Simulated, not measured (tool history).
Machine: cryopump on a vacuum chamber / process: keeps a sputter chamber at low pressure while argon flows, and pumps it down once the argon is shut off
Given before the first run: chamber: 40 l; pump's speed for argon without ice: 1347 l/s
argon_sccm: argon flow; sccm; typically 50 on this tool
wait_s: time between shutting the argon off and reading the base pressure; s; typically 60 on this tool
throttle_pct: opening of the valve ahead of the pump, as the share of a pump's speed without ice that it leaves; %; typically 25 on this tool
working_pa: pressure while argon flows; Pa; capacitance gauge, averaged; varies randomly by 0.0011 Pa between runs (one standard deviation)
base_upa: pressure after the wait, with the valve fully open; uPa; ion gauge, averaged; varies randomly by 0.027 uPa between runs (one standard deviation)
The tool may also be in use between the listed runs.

run   hour  argon_sccm  wait_s  throttle_pct  working_pa  base_upa
  1    0.0          50      60            25      0.2580      1.50
  2   23.7          50      60            25      0.2580      1.57
  3   38.4          50      60            23      0.2806      1.56
  4   61.9          50      60            23      0.2778      1.61
  5   84.7          50      60            23      0.2794      1.60
  6  104.5          50     240            25      0.2583      0.79
  7  119.2          50     240            25      0.2576      0.80
  8  132.9          50      60            25      0.2567      1.56
  9  157.9          50      60            25      0.2584      1.55
 10  179.5          50      60            25      0.2566      1.55
 11  198.0          32      60            25      0.1662      1.55
 12  219.1          32      60            25      0.1661      1.55
 13  237.8          23     183            40      0.0762      0.87
 14  259.1          23     183            40      0.0764      0.87
 15  283.0          65      69            29      0.2894      1.44

Estimate the outcome of run 16 from the log above:
 16  301.9          50      53            32           ?         ?

working_pa: 0.2044 Pa
base_upa: 1.76 uPa
If the tool had no hidden condition, the same run with the same run-to-run variation would have returned working_pa 0.1961 Pa, base_upa 1.44 uPa.

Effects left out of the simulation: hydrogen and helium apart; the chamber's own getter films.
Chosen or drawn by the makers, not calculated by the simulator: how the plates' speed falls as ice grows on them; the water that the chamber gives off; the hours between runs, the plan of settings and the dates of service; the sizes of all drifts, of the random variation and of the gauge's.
